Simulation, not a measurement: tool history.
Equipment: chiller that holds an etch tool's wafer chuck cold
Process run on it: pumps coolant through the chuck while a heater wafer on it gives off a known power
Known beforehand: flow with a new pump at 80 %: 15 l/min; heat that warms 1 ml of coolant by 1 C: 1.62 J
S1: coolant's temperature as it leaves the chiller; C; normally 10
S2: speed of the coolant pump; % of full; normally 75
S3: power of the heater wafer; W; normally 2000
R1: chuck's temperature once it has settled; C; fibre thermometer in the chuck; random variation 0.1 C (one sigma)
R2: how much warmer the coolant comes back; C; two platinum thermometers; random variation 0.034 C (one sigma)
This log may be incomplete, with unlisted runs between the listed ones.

{"run": 1, "hour": 0.0, "S1": 10, "S2": 75, "S3": 2000, "R1": 24.2, "R2": 5.25}
{"run": 2, "hour": 20.5, "S1": 10, "S2": 75, "S3": 2000, "R1": 24.3, "R2": 5.28}
{"run": 3, "hour": 62.9, "S1": 10, "S2": 75, "S3": 2000, "R1": 24.1, "R2": 5.3}
{"run": 4, "hour": 100.4, "S1": 10, "S2": 97, "S3": 2000, "R1": 22.3, "R2": 4.07}
{"run": 5, "hour": 144.8, "S1": 10, "S2": 97, "S3": 2000, "R1": 22.2, "R2": 4.1}
{"run": 6, "hour": 187.9, "S1": 10, "S2": 97, "S3": 2823, "R1": 27.5, "R2": 5.78}
{"run": 7, "hour": 216.8, "S1": 10, "S2": 97, "S3": 2823, "R1": 27.5, "R2": 5.76}
{"run": 8, "hour": 256.0, "S1": 11, "S2": 75, "S3": 2000, "R1": 25.3, "R2": 5.35}
{"run": 9, "hour": 294.4, "S1": 11, "S2": 75, "S3": 2000, "R1": 25.3, "R2": 5.36}
{"run": 10, "hour": 318.8, "S1": 10, "S2": 75, "S3": 2000, "R1": 24.4, "R2": 5.34}
{"run": 11, "hour": 352.0, "S1": 10, "S2": 75, "S3": 2000, "R1": 24.4, "R2": 5.35}
{"run": 12, "hour": 378.4, "S1": 14, "S2": 75, "S3": 2000, "R1": 28.4, "R2": 5.3}
{"run": 13, "hour": 422.7, "S1": 16, "S2": 75, "S3": 2000, "R1": 30.4, "R2": 5.32}
{"run": 14, "hour": 467.8, "S1": 16, "S2": 75, "S3": 2000, "R1": 30.8, "R2": 5.34}
{"run": 15, "hour": 495.5, "S1": 16, "S2": 75, "S3": 2000, "R1": 30.5, "R2": 5.27}
{"run": 16, "hour": 535.5, "S1": 16, "S2": 75, "S3": 2000, "R1": 30.4, "R2": 5.28}
{"run": 17, "hour": 567.6, "S1": 16, "S2": 75, "S3": 2000, "R1": 30.4, "R2": 5.37}

Run 18 is up next; what results do you expect?
{"run": 18, "hour": 613.8, "S1": 16, "S2": 75, "S3": 2000, "R1": "?", "R2": "?"}

{"run 18": {"R1": 30.5, "R2": 5.37}}
With the hidden condition absent and the run-to-run variation left alone, this run would have shown R1 28.6 C, R2 5.30 C.
